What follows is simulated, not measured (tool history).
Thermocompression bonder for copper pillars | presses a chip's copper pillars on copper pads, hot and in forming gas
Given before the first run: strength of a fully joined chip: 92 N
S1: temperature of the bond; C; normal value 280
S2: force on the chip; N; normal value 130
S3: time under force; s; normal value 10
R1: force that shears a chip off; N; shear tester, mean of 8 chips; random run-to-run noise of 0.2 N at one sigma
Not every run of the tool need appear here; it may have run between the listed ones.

run    hour   S1   S2  S3    R1
  1     0.0  280  130  10  35.8
  2    34.0  280  130  10  35.9
       39.7  -- forming gas filter changed
  3    65.6  280  130  10  35.9
  4   118.6  280  130  10  36.1
  5   178.9  280  102  10  27.1
  6   211.3  280  102  10  27.3
  7   260.1  280  130  10  35.6
  8   328.5  280  130  10  36.1
      333.0  -- forming gas filter changed
  9   390.9  303  130  10  44.5
 10   425.8  303  130  10  44.8
 11   459.1  294  130  10  41.4
 12   509.6  294  130  10  41.5
 13   563.5  280  130  20  46.9
 14   619.7  280  130  20  46.4
      628.7  -- forming gas filter changed
 15   685.2  280  130  20  46.9
 16   756.3  280  130   8  33.3
 17   803.4  280  130   8  33.5
      834.0  -- heater calibrated with a thermocouple chip
 18   875.6  280  130   8  32.7
 19   917.1  280  130   8  33.2
      924.3  -- forming gas filter changed
 20   970.9  270   98  10  23.5
 21  1031.1  308  130   9  45.3
 22  1101.8  278  136   9  35.7
 23  1158.4  278  136   9  35.7
 24  1194.4  278   86   8  20.0
     1217.4  -- forming gas filter changed
 25  1245.5  278   86   8  20.0
 26  1286.5  296  130  10  42.1
 27  1330.0  296  130  10  42.6
 28  1397.3  296  130  10  42.5
 29  1463.7  266  130  10  31.4
     1513.8  -- forming gas filter changed
 30  1524.0  280  143  17  48.3
 31  1583.6  281  195  10  55.4
 32  1640.4  281  104  10  28.9
 33  1687.5  256  138  10  30.3
 34  1719.2  256  138  10  30.1
 35  1755.2  263  130   9  29.4
 36  1792.5  294  123  15  46.0
     1806.4  -- forming gas filter changed
 37  1855.1  270  151  14  43.9
 38  1896.2  296  151   7  44.2

Consider 5 possible next runs. They are alternatives, not a sequence: every one starts from the tool as it was left by run 38. What does each give?
  A  1944.6  250  151   7   ?
  B  1944.6  305  130   5   ?
  C  1944.6  282  151   8   ?
  D  1944.6  280  151   7   ?
  E  1944.6  256   81  20   ?

run    R1
  A  27.0
  B  36.1
  C  40.7
  D  37.9
  E  21.7
What these runs would have given with no unlogged condition in the tool:
run    R1
  A  26.3
  B  35.2
  C  39.7
  D  36.9
  E  21.1
